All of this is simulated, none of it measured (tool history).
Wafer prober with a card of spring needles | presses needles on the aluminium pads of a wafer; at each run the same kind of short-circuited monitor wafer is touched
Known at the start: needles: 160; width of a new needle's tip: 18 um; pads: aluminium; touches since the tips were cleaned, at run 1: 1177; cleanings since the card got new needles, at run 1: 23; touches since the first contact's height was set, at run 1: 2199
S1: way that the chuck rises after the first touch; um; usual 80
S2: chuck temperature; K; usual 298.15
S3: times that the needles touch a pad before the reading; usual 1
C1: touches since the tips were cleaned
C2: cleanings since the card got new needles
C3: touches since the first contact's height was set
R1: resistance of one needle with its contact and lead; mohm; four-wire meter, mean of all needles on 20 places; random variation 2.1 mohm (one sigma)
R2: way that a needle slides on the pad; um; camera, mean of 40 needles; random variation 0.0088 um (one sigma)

{"run": 1, "day": 0.0, "S1": 80, "S2": 298.15, "S3": 1, "C1": 1177, "C2": 23, "C3": 2199, "R1": 247, "R2": 13.064}
{"day": 0.583, "done": "tips cleaned on abrasive film"}
{"run": 2, "day": 0.688, "S1": 80, "S2": 298.15, "S3": 1, "C1": 535, "C2": 24, "C3": 5661, "R1": 238, "R2": 13.043}
{"run": 3, "day": 1.196, "S1": 80, "S2": 298.15, "S3": 1, "C1": 3109, "C2": 24, "C3": 8235, "R1": 258, "R2": 13.057}
{"day": 1.421, "done": "tips cleaned on abrasive film"}
{"run": 4, "day": 1.525, "S1": 80, "S2": 298.15, "S3": 1, "C1": 534, "C2": 25, "C3": 9890, "R1": 244, "R2": 13.041}
{"run": 5, "day": 1.888, "S1": 80, "S2": 298.15, "S3": 1, "C1": 2376, "C2": 25, "C3": 11732, "R1": 256, "R2": 13.037}
{"day": 2.262, "done": "tips cleaned on abrasive film"}
{"run": 6, "day": 2.592, "S1": 80, "S2": 353.15, "S3": 1, "C1": 1664, "C2": 26, "C3": 15261, "R1": 263, "R2": 13.021}
{"day": 3.088, "done": "tips cleaned on abrasive film"}
{"run": 7, "day": 3.175, "S1": 94, "S2": 298.15, "S3": 1, "C1": 439, "C2": 27, "C3": 18207, "R1": 232, "R2": 15.301}
{"run": 8, "day": 3.725, "S1": 94, "S2": 298.15, "S3": 1, "C1": 3232, "C2": 27, "C3": 21000, "R1": 249, "R2": 15.3}
{"day": 3.942, "done": "tips cleaned on abrasive film"}
{"run": 9, "day": 4.342, "S1": 94, "S2": 298.15, "S3": 1, "C1": 2027, "C2": 28, "C3": 24086, "R1": 247, "R2": 15.301}
{"day": 4.408, "done": "height of the first contact set anew"}
{"run": 10, "day": 4.667, "S1": 94, "S2": 298.15, "S3": 1, "C1": 3622, "C2": 28, "C3": 1311, "R1": 254, "R2": 15.252}
{"day": 4.792, "done": "tips cleaned on abrasive film"}
{"run": 11, "day": 5.246, "S1": 94, "S2": 301.15, "S3": 1, "C1": 2310, "C2": 29, "C3": 4226, "R1": 246, "R2": 15.254}
{"day": 5.621, "done": "tips cleaned on abrasive film"}
{"run": 12, "day": 5.629, "S1": 80, "S2": 298.15, "S3": 1, "C1": 23, "C2": 30, "C3": 6135, "R1": 237, "R2": 12.945}
{"run": 13, "day": 6.162, "S1": 80, "S2": 343.15, "S3": 1, "C1": 2733, "C2": 30, "C3": 8845, "R1": 270, "R2": 12.963}
{"day": 6.454, "done": "tips cleaned on abrasive film"}
{"run": 14, "day": 6.717, "S1": 80, "S2": 298.15, "S3": 2, "C1": 1327, "C2": 31, "C3": 11634, "R1": 242, "R2": 12.935}
{"day": 7.3, "done": "tips cleaned on abrasive film"}
{"run": 15, "day": 7.446, "S1": 80, "S2": 298.15, "S3": 2, "C1": 728, "C2": 32, "C3": 15304, "R1": 240, "R2": 12.934}
{"run": 16, "day": 7.875, "S1": 80, "S2": 386.15, "S3": 1, "C1": 2902, "C2": 32, "C3": 17478, "R1": 285, "R2": 12.941}
{"day": 7.942, "done": "height of the first contact set anew, once more"}
{"day": 8.167, "done": "tips cleaned on abrasive film"}
{"run": 17, "day": 8.442, "S1": 80, "S2": 298.15, "S3": 2, "C1": 1392, "C2": 33, "C3": 2517, "R1": 241, "R2": 13.059}
{"run": 18, "day": 8.804, "S1": 80, "S2": 298.15, "S3": 2, "C1": 3215, "C2": 33, "C3": 4340, "R1": 250, "R2": 13.061}
{"day": 8.988, "done": "tips cleaned on abrasive film"}
{"run": 19, "day": 9.392, "S1": 66, "S2": 298.15, "S3": 2, "C1": 2056, "C2": 34, "C3": 7303, "R1": 255, "R2": 10.765}
{"run": 20, "day": 9.692, "S1": 63, "S2": 298.15, "S3": 1, "C1": 3571, "C2": 34, "C3": 8818, "R1": 278, "R2": 10.268}
{"day": 9.8, "done": "tips cleaned on abrasive film"}
{"run": 21, "day": 10.317, "S1": 63, "S2": 298.15, "S3": 1, "C1": 2618, "C2": 35, "C3": 11969, "R1": 273, "R2": 10.27}
{"day": 10.654, "done": "tips cleaned on abrasive film"}
{"run": 22, "day": 10.817, "S1": 80, "S2": 309.15, "S3": 1, "C1": 828, "C2": 36, "C3": 14488, "R1": 245, "R2": 13.032}
{"run": 23, "day": 11.288, "S1": 80, "S2": 309.15, "S3": 1, "C1": 3202, "C2": 36, "C3": 16862, "R1": 268, "R2": 13.038}
{"day": 11.475, "done": "tips cleaned on abrasive film"}
{"run": 24, "day": 11.588, "S1": 84, "S2": 349.15, "S3": 1, "C1": 577, "C2": 37, "C3": 18366, "R1": 252, "R2": 13.68}
{"run": 25, "day": 12.046, "S1": 84, "S2": 349.15, "S3": 1, "C1": 2911, "C2": 37, "C3": 20700, "R1": 269, "R2": 13.675}
{"day": 12.292, "done": "tips cleaned on abrasive film"}
{"run": 26, "day": 12.354, "S1": 88, "S2": 327.15, "S3": 2, "C1": 308, "C2": 38, "C3": 22231, "R1": 239, "R2": 14.325}
{"run": 27, "day": 12.717, "S1": 80, "S2": 346.15, "S3": 1, "C1": 2146, "C2": 38, "C3": 24069, "R1": 265, "R2": 13.014}

4 ways to go on from here, each from the tool as it stands after run 27. What would each give?
{"day": 13.121, "done": "tips cleaned on abrasive film"}
{"run": "A", "day": 13.129, "S1": 80, "S2": 355.15, "S3": 3, "C1": 40, "C2": 39, "C3": 26141, "R1": "?", "R2": "?"}
{"day": 13.121, "done": "tips cleaned on abrasive film"}
{"run": "B", "day": 13.129, "S1": 92, "S2": 346.15, "S3": 1, "C1": 40, "C2": 39, "C3": 26141, "R1": "?", "R2": "?"}
{"day": 13.121, "done": "tips cleaned on abrasive film"}
{"run": "C", "day": 13.129, "S1": 80, "S2": 346.15, "S3": 2, "C1": 40, "C2": 39, "C3": 26141, "R1": "?", "R2": "?"}
{"day": 13.121, "done": "tips cleaned on abrasive film"}
{"run": "D", "day": 13.129, "S1": 75, "S2": 328.15, "S3": 2, "C1": 40, "C2": 39, "C3": 26141, "R1": "?", "R2": "?"}

run=A R1=251 R2=13.012
run=B R1=245 R2=14.964
run=C R1=248 R2=13.006
run=D R1=245 R2=12.185
Without the tool's hidden state the same runs would have given:
run=A R1=249 R2=13.069
run=B R1=242 R2=15.02
run=C R1=245 R2=13.063
run=D R1=242 R2=12.241
